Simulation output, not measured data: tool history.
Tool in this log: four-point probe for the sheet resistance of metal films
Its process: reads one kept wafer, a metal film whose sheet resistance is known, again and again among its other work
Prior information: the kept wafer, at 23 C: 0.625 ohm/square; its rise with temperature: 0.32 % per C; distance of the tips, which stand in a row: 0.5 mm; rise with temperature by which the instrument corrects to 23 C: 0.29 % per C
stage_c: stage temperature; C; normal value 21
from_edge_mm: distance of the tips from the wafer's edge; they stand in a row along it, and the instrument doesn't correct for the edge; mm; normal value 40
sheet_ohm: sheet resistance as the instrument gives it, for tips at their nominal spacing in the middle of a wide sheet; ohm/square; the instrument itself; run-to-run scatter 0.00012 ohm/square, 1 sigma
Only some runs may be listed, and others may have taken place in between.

run,hour,stage_c,from_edge_mm,sheet_ohm
1,0.0,21,40,0.626630
2,29.6,21,40,0.626964
3,42.9,21,40,0.626891
4,66.4,21,40,0.626711
5,84.9,30,40,0.629069
6,98.6,30,40,0.628831
7,112.3,30,40,0.628903
8,132.7,21,40,0.627034
9,158.9,21,40,0.626722
10,188.0,21,40,0.626721
11,206.1,21,40,0.626544
12,231.5,21,14,0.627159
13,257.6,21,14,0.626994
14,284.3,21,14,0.627155
15,314.3,21,14,0.626919
16,338.7,29,40,0.628524
17,357.7,29,40,0.628769
18,382.0,21,40,0.626658
19,412.0,21,40,0.626556
20,428.5,21,40,0.626599
21,446.6,21,40,0.626512
22,471.7,21,40,0.626481
23,501.2,21,40,0.626584
24,525.2,21,40,0.626503
25,545.3,19,41,0.626030
26,558.2,23,4,0.632073
27,574.2,23,4,0.632140
28,600.4,21,34,0.626473
29,619.7,21,34,0.626474
30,634.8,21,34,0.626585
31,647.2,21,34,0.626321
32,674.1,21,7,0.628033
33,696.5,21,7,0.628103
34,720.4,18,59,0.625727
35,737.3,24,12,0.627719
36,756.9,25,12,0.627893
37,775.4,19,12,0.626268
38,791.3,34,15,0.629508
39,810.0,27,5,0.631337
40,835.2,22,12,0.626915
41,859.7,22,40,0.626489
42,885.0,26,18,0.627572
43,911.8,30,18,0.628579
44,935.7,30,18,0.628401

Hidden state or all else? Some run-to-run changes of sheet_ohm, split into what the settings, what came in and random variation would give without the hidden state, and what is left for the hidden state (with any gauge scatter that isn't in both results):
What the log doesn't record here: inner tips' distance over the nominal, %; tips' flats over new ones', %; wafer's true temperature over the reading, C; drift of the gauge itself on sheet_ohm, %.
Run 17 -> 18: stage_c 29 -> 21. sheet_ohm -0.002111 ohm/square: hidden state -0.000039, all else -0.002072.
Run 25 -> 26: stage_c 19 -> 23, from_edge_mm 41 -> 4. sheet_ohm +0.006043 ohm/square: hidden state +0.000017, all else +0.006026.
Run 27 -> 28: stage_c 23 -> 21, from_edge_mm 4 -> 34. sheet_ohm -0.005667 ohm/square: hidden state -0.000038, all else -0.005629.
Run 39 -> 40: stage_c 27 -> 22, from_edge_mm 5 -> 12. sheet_ohm -0.004422 ohm/square: hidden state -0.000041, all else -0.004381.
